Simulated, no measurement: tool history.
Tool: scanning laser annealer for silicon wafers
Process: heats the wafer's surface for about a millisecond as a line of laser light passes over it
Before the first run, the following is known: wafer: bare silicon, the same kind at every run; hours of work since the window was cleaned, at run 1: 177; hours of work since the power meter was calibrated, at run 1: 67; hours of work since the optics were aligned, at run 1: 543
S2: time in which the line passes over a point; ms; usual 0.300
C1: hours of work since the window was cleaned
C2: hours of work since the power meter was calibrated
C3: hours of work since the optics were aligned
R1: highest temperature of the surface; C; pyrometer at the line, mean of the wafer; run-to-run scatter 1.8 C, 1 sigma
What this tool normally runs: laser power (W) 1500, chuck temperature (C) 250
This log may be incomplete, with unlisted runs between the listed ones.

Run 1, hour 0.0: usual settings; C1 177; C2 67; C3 543. Result: R1 1028 C.
Run 2, hour 6.5: usual settings; C1 181; C2 71; C3 547. Result: R1 1026 C.
Run 3, hour 14.1: usual settings; C1 186; C2 76; C3 552. Result: R1 1024 C.
Run 4, hour 24.5: usual settings but chuck temperature (C) 240; C1 192; C2 82; C3 559. Result: R1 1016 C.
Run 5, hour 33.1: usual settings; C1 198; C2 88; C3 564. Result: R1 1026 C.
Run 6, hour 39.3: usual settings; C1 202; C2 92; C3 568. Result: R1 1023 C.
Run 7, hour 51.1: usual settings; C1 209; C2 99; C3 575. Result: R1 1024 C.
Run 8, hour 58.6: usual settings but chuck temperature (C) 225; C1 214; C2 104; C3 580. Result: R1 999 C.
Run 9, hour 69.6: usual settings but laser power (W) 1287, chuck temperature (C) 214; C1 221; C2 110; C3 587. Result: R1 846 C.
Run 10, hour 76.7: usual settings but laser power (W) 1287, chuck temperature (C) 226; C1 225; C2 115; C3 591. Result: R1 858 C.
Run 11, hour 87.5: usual settings but laser power (W) 1471, S2 0.279 ms, chuck temperature (C) 226; C1 232; C2 122; C3 598. Result: R1 955 C.
Run 12, hour 94.3: usual settings but laser power (W) 1484, chuck temperature (C) 281; C1 236; C2 126; C3 602. Result: R1 1043 C.
Run 13, hour 100.1: usual settings but laser power (W) 1484, chuck temperature (C) 281; C1 240; C2 130; C3 606. Result: R1 1043 C.
Run 14, hour 107.9: usual settings but laser power (W) 1484, S2 0.350 ms, chuck temperature (C) 281; C1 244; C2 134; C3 611. Result: R1 1093 C.

5 options for the next run, each taken on its own from the tool as it stands now. Forecast them:
Run A, hour 116.8: usual settings but laser power (W) 1593, S2 0.263 ms, chuck temperature (C) 224; C1 250; C2 140; C3 616. Result: R1 ?.
Run B, hour 116.8: usual settings but laser power (W) 1575, S2 0.229 ms, chuck temperature (C) 223; C1 250; C2 140; C3 616. Result: R1 ?.
Run C, hour 116.8: usual settings but laser power (W) 1484, S2 0.236 ms, chuck temperature (C) 259; C1 250; C2 140; C3 616. Result: R1 ?.
Run D, hour 116.8: usual settings but laser power (W) 1461, S2 0.318 ms, chuck temperature (C) 237; C1 250; C2 140; C3 616. Result: R1 ?.
Run E, hour 116.8: usual settings but laser power (W) 1444, S2 0.265 ms, chuck temperature (C) 225; C1 250; C2 140; C3 616. Result: R1 ?.

run    R1
  A  1011
  B   952
  C   946
  D  1002
  E   921
Had the tool no hidden state, the same runs would have come out as:
run    R1
  A  1041
  B   980
  C   972
  D  1032
  E   948
